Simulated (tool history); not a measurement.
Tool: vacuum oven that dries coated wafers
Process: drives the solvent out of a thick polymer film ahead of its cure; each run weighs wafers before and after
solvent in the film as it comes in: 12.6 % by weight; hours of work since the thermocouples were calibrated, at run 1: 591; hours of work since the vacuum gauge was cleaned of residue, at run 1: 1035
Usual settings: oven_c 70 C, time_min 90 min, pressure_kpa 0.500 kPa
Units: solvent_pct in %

| run | hour | oven_c | time_min | pressure_kpa | hours of work since the thermocouples were calibrated | hours of work since the vacuum gauge was cleaned of residue | solvent_pct |
|---|---|---|---|---|---|---|---|
| 1 | 0.0 | 70 | 90 | 0.500 | 591 | 1035 | 1.75 |
| 2 | 39.4 | 70 | 90 | 0.445 | 619 | 1063 | 1.69 |
| 3 | 56.8 | 82 | 90 | 0.500 | 631 | 1075 | 0.50 |
| 4 | 76.6 | 82 | 90 | 0.500 | 645 | 1089 | 0.49 |
| 5 | 110.0 | 70 | 90 | 0.500 | 668 | 1113 | 1.76 |
| 6 | 135.4 | 70 | 90 | 0.500 | 686 | 1131 | 1.79 |
| 7 | 170.5 | 70 | 90 | 0.500 | 711 | 1155 | 1.82 |
| 8 | 208.8 | 70 | 90 | 0.500 | 738 | 1182 | 1.84 |
|  | 234.2 | oven's thermocouples calibrated |
| 9 | 243.2 | 70 | 63 | 0.500 | 6 | 1205 | 2.96 |
| 10 | 270.1 | 70 | 63 | 0.500 | 25 | 1224 | 2.99 |
| 11 | 303.5 | 70 | 63 | 0.500 | 49 | 1248 | 2.95 |
| 12 | 341.2 | 70 | 63 | 0.500 | 75 | 1274 | 2.95 |
| 13 | 380.9 | 84 | 90 | 0.500 | 103 | 1302 | 0.46 |
| 14 | 410.2 | 84 | 47 | 0.500 | 124 | 1323 | 1.03 |
|  | 429.8 | oven's thermocouples calibrated, once more |
| 15 | 442.5 | 61 | 47 | 0.500 | 9 | 1344 | 6.01 |
| 16 | 466.8 | 61 | 47 | 0.500 | 26 | 1361 | 6.02 |
| 17 | 508.2 | 78 | 47 | 0.500 | 55 | 1390 | 1.78 |
| 18 | 546.1 | 78 | 47 | 0.500 | 82 | 1417 | 1.79 |
| 19 | 585.1 | 79 | 79 | 0.512 | 109 | 1444 | 0.77 |
| 20 | 627.7 | 58 | 131 | 0.512 | 139 | 1474 | 3.54 |
| 21 | 658.2 | 58 | 131 | 0.512 | 161 | 1496 | 3.58 |
| 22 | 679.9 | 76 | 46 | 0.971 | 176 | 1511 | 2.48 |
| 23 | 707.8 | 76 | 46 | 0.971 | 196 | 1531 | 2.47 |
| 24 | 728.4 | 76 | 143 | 0.289 | 210 | 1545 | 0.49 |
| 25 | 770.5 | 70 | 90 | 0.825 | 240 | 1575 | 1.95 |

How the hidden state differs across the entries between the runs, from the last listed run before each to the first after it:
Between runs 8 and 9: oven's thermocouples calibrated (hour 234.2)
  true wafer temperature over the reading, C: -1.17 -> -1.6; true pressure over the reading, kPa: 0.394 -> 0.402
  measured less the result without the state, solvent_pct: +0.48 -> +0.65 %
Between runs 14 and 15: oven's thermocouples calibrated, once more (hour 429.8)
  true wafer temperature over the reading, C: -1.75 -> -0.13; true pressure over the reading, kPa: 0.442 -> 0.45
  measured less the result without the state, solvent_pct: +0.37 -> +0.31 %
